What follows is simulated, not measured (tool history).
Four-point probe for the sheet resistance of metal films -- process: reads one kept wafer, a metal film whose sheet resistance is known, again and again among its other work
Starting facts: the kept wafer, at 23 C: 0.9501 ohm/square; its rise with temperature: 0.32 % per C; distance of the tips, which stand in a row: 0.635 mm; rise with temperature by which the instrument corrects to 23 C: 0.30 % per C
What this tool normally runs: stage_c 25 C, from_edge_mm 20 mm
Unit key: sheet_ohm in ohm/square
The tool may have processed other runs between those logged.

run   hour  stage_c  from_edge_mm  sheet_ohm
  1    0.0       25            20   0.947498
  2   28.4       25            20   0.946692
  3   57.4       25            20   0.947135
  4  114.3       25            20   0.946788
  5  156.3       25            20   0.946772
  6  187.1       25            20   0.946511
  7  226.1       25            20   0.946332
  8  271.1       25            20   0.946400
  9  316.0       21            20   0.945264
 10  343.3       20            13   0.945836
 11  398.3       25             6   0.951221
     402.9  -- stage's thermometer calibrated
 12  432.4       25             6   0.950459
 13  456.9       25             6   0.950410
 14  498.2       20            23   0.944160
 15  535.9       20            23   0.943831
 16  577.7       26             7   0.948430
 17  617.0       21            45   0.943453

Below are 3 alternative next runs, each starting from the tool's condition after run 17. Predict each:
     642.5  -- stage's thermometer calibrated, once more
  A  669.8       19             3          ?
     642.5  -- stage's thermometer calibrated, once more
  B  669.8       31            20          ?
     642.5  -- stage's thermometer calibrated, once more
  C  669.8       29            54          ?

run  sheet_ohm
  A   0.967110
  B   0.947349
  C   0.946572
With no hidden state in the tool, these same runs would have given:
run  sheet_ohm
  A   0.971874
  B   0.952018
  C   0.951238
